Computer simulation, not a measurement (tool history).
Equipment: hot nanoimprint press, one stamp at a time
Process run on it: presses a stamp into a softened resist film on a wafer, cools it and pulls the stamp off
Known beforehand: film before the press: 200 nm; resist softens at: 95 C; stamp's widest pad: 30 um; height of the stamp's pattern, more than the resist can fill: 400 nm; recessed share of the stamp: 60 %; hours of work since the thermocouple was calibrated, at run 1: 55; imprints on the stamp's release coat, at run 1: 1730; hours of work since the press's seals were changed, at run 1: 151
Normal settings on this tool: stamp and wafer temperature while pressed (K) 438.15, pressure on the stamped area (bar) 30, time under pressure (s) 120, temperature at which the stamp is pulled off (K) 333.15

run	hour	stamp and wafer temperature while pressed (K)	pressure on the stamped area (bar)	time under pressure (s)	temperature at which the stamp is pulled off (K)	hours of work since the thermocouple was calibrated	imprints on the stamp's release coat	hours of work since the press's seals were changed	resist left under the stamp's widest pad (nm)	greatest force while the stamp is pulled off (N)
1	0	438.15	30	120	333.15	55	1730	151	89	147
2	5.3	438.15	30	120	333.15	59	1757	155	89.2	149
3	13.6	438.15	30	120	327.15	66	1800	161	89.1	161
4	20.4	438.15	30	120	327.15	71	1835	167	89.3	157
5	25.3	438.15	30	120	327.15	75	1860	171	90.1	170
6	33.4	438.15	27.5	120	333.15	81	1902	177	94.3	148
7	41.8	438.15	27.5	120	333.15	88	1945	184	94.2	148
8	48.9	439.15	27.5	120	333.15	94	1982	190	91.3	148
9	55	448.15	30	120	333.15	99	2013	194	64.4	152
10	63	448.15	30	120	333.15	105	2055	201	64.4	146
11	71.2	448.15	30	120	333.15	112	2097	207	64.7	141
12	76.8	448.15	30	120	331.15	116	2126	212	64.8	152
13	83.3	438.15	30	120	333.15	121	2159	217	90.5	141
14	89.3	438.15	30	120	333.15	126	2190	222	91	144
# hour 94.7: gauge calibrated
15	98.1	437.15	30	76	333.15	133	2236	229	107.5	149
16	102.7	438.15	21.9	120	337.15	137	2260	233	104.7	137
17	109.9	438.15	21.9	120	337.15	142	2297	238	105.7	140
# hour 121.1: stamp cleaned and given a new release coat
18	122.8	447.15	30	120	324.15	148	9	244	66.7	175
19	129.4	438.15	30	172	324.15	153	43	249	78.9	169
20	134.9	447.15	30	120	333.15	158	72	253	66.1	144
21	139.8	448.15	30	120	325.15	161	97	257	64.4	167
22	143.7	444.15	33.9	231	325.15	165	117	260	53.5	167
23	149.8	444.15	33.9	231	325.15	169	148	265	53.3	169
24	157.6	429.15	33.9	188	325.15	176	189	272	101.4	164
25	161.4	442.15	34.3	120	333.15	179	209	275	73.2	144
26	166.6	438.15	18.9	120	335.15	183	235	279	113.8	139

Some steps in resist left under the stamp's widest pad (nm), run to run, broken into two amounts with sign: the step expected even without the hidden condition (settings, incoming material, random variation), and the rest, left for the hidden condition together with whatever gauge scatter is not in both the measured and the hidden-condition-free result:
The hidden state here: true temperature over the reading, C; pressure that arrives at the usual setting, %; grip of the stamp's worn release coat, % over a new coat's; drift of the gauge itself on residual_nm, %; drift of the gauge itself on pull_off_n, %.
Run 14 -> 15: stamp and wafer temperature while pressed (K) 438.15 -> 437.15, time under pressure (s) 120 -> 76, gauge calibrated. resist left under the stamp's widest pad (nm) +16.5: hidden state -1.7, all else +18.2.
Run 23 -> 24: stamp and wafer temperature while pressed (K) 444.15 -> 429.15, time under pressure (s) 231 -> 188. resist left under the stamp's widest pad (nm) +48.1: hidden state +0.7, all else +47.4.
Run 25 -> 26: stamp and wafer temperature while pressed (K) 442.15 -> 438.15, pressure on the stamped area (bar) 34.3 -> 18.9, temperature at which the stamp is pulled off (K) 333.15 -> 335.15. resist left under the stamp's widest pad (nm) +40.6: hidden state +0.6, all else +40.
